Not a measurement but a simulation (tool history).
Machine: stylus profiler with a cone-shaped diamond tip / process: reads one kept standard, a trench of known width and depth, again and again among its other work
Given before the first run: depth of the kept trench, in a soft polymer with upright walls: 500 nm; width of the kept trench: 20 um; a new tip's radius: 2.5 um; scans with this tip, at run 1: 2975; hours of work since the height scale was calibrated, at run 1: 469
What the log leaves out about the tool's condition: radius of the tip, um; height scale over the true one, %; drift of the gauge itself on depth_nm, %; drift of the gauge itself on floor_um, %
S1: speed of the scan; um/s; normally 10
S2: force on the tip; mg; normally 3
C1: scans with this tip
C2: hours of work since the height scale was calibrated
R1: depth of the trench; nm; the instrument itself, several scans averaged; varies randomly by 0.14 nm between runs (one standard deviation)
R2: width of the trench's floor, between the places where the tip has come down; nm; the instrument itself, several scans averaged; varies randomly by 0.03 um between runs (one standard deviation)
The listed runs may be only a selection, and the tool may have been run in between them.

run	hour	S1	S2	C1	C2	R1	R2
1	0	10	3	2975	469	507.29	16720
2	21.8	10	3	3076	485	506.85	16700
3	51	10	3	3212	507	507.01	16750
4	79	10	3	3342	527	506.91	16700
5	94.6	10	3	3414	539	506.87	16710
6	129.7	10	3.38	3577	564	507.33	16740
7	148.7	10	1.87	3666	578	504.66	16690
8	171.8	10	1.87	3773	595	504.49	16680
9	202	10	3	3913	617	506.71	16700
10	233.3	23	2.65	4059	640	506.07	16630
11	262.2	2	8.13	4193	662	514.3	16660
12	286.3	9	7.26	4305	679	513.46	16680
13	322.6	36	3.55	4473	706	507.5	16570
14	338.3	36	3.55	4547	717	507.45	16630
15	368.7	3	3.31	4687	740	507	16690
16	403	2	4.93	4847	765	509.79	16670
17	439.3	2	4.93	5016	791	509.53	16670

Measured less the same run without the tool's hidden state. The same run-to-run variation is in both; the gauge's scatter may not be:
run	R1	R2
1	-1.32	-240
2	-1.37	-240
3	-1.42	-250
4	-1.48	-250
5	-1.5	-270
6	-1.57	-270
7	-1.6	-270
8	-1.64	-280
9	-1.72	-290
10	-1.77	-290
11	-1.87	-300
12	-1.91	-310
13	-1.95	-320
14	-1.98	-330
15	-2.04	-330
16	-2.12	-340
17	-2.18	-350
